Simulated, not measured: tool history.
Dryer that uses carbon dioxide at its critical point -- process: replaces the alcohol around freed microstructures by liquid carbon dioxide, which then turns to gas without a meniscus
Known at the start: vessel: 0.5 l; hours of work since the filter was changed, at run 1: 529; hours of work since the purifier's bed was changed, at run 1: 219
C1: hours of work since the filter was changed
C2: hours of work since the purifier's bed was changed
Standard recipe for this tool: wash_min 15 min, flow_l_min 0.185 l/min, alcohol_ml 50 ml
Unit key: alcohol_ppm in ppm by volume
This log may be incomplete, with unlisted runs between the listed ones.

{"run": 1, "hour": 0.0, "wash_min": 15, "flow_l_min": 0.185, "alcohol_ml": 50, "C1": 529, "C2": 219, "alcohol_ppm": 2812}
{"run": 2, "hour": 20.3, "wash_min": 15, "flow_l_min": 0.185, "alcohol_ml": 77, "C1": 542, "C2": 233, "alcohol_ppm": 4242}
{"run": 3, "hour": 51.1, "wash_min": 15, "flow_l_min": 0.185, "alcohol_ml": 50, "C1": 563, "C2": 254, "alcohol_ppm": 2954}
{"run": 4, "hour": 66.6, "wash_min": 15, "flow_l_min": 0.173, "alcohol_ml": 50, "C1": 574, "C2": 264, "alcohol_ppm": 3694}
{"hour": 79.2, "done": "inlet filter changed"}
{"run": 5, "hour": 93.2, "wash_min": 15, "flow_l_min": 0.185, "alcohol_ml": 50, "C1": 9, "C2": 281, "alcohol_ppm": 1507}
{"run": 6, "hour": 114.1, "wash_min": 15, "flow_l_min": 0.185, "alcohol_ml": 50, "C1": 24, "C2": 295, "alcohol_ppm": 1497}
{"run": 7, "hour": 135.4, "wash_min": 23, "flow_l_min": 0.185, "alcohol_ml": 50, "C1": 38, "C2": 310, "alcohol_ppm": 223}
{"run": 8, "hour": 156.6, "wash_min": 15, "flow_l_min": 0.185, "alcohol_ml": 50, "C1": 52, "C2": 324, "alcohol_ppm": 1542}
{"run": 9, "hour": 173.6, "wash_min": 17, "flow_l_min": 0.185, "alcohol_ml": 50, "C1": 64, "C2": 336, "alcohol_ppm": 936}
{"run": 10, "hour": 205.3, "wash_min": 17, "flow_l_min": 0.185, "alcohol_ml": 50, "C1": 85, "C2": 357, "alcohol_ppm": 970}
{"run": 11, "hour": 233.8, "wash_min": 23, "flow_l_min": 0.294, "alcohol_ml": 37, "C1": 104, "C2": 376, "alcohol_ppm": 72}
{"run": 12, "hour": 266.3, "wash_min": 9, "flow_l_min": 0.283, "alcohol_ml": 21, "C1": 126, "C2": 398, "alcohol_ppm": 1102}
{"run": 13, "hour": 291.9, "wash_min": 16, "flow_l_min": 0.117, "alcohol_ml": 21, "C1": 144, "C2": 416, "alcohol_ppm": 2765}
{"run": 14, "hour": 312.4, "wash_min": 15, "flow_l_min": 0.185, "alcohol_ml": 21, "C1": 158, "C2": 429, "alcohol_ppm": 834}
{"run": 15, "hour": 332.8, "wash_min": 15, "flow_l_min": 0.185, "alcohol_ml": 21, "C1": 171, "C2": 443, "alcohol_ppm": 814}
{"run": 16, "hour": 351.6, "wash_min": 15, "flow_l_min": 0.272, "alcohol_ml": 25, "C1": 184, "C2": 456, "alcohol_ppm": 228}
{"run": 17, "hour": 377.3, "wash_min": 15, "flow_l_min": 0.272, "alcohol_ml": 25, "C1": 201, "C2": 473, "alcohol_ppm": 235}
{"run": 18, "hour": 396.2, "wash_min": 15, "flow_l_min": 0.272, "alcohol_ml": 25, "C1": 214, "C2": 486, "alcohol_ppm": 243}
{"run": 19, "hour": 415.0, "wash_min": 11, "flow_l_min": 0.299, "alcohol_ml": 44, "C1": 227, "C2": 499, "alcohol_ppm": 879}

Below, some changes in alcohol_ppm between adjacent runs. For each, the amount present without the hidden state too (settings, incoming material, random variation) and the amount remaining for the hidden state with gauge scatter not shared by both compared results:
What the log doesn't record here: flow that reaches the vessel past the clogged filter, %; alcohol in the recycled carbon dioxide, ppm; drift of the gauge itself on alcohol_ppm, %.
Run 4 -> 5: flow_l_min 0.173 -> 0.185, inlet filter changed. alcohol_ppm -2187 ppm by volume: hidden state -1820, all else -367.
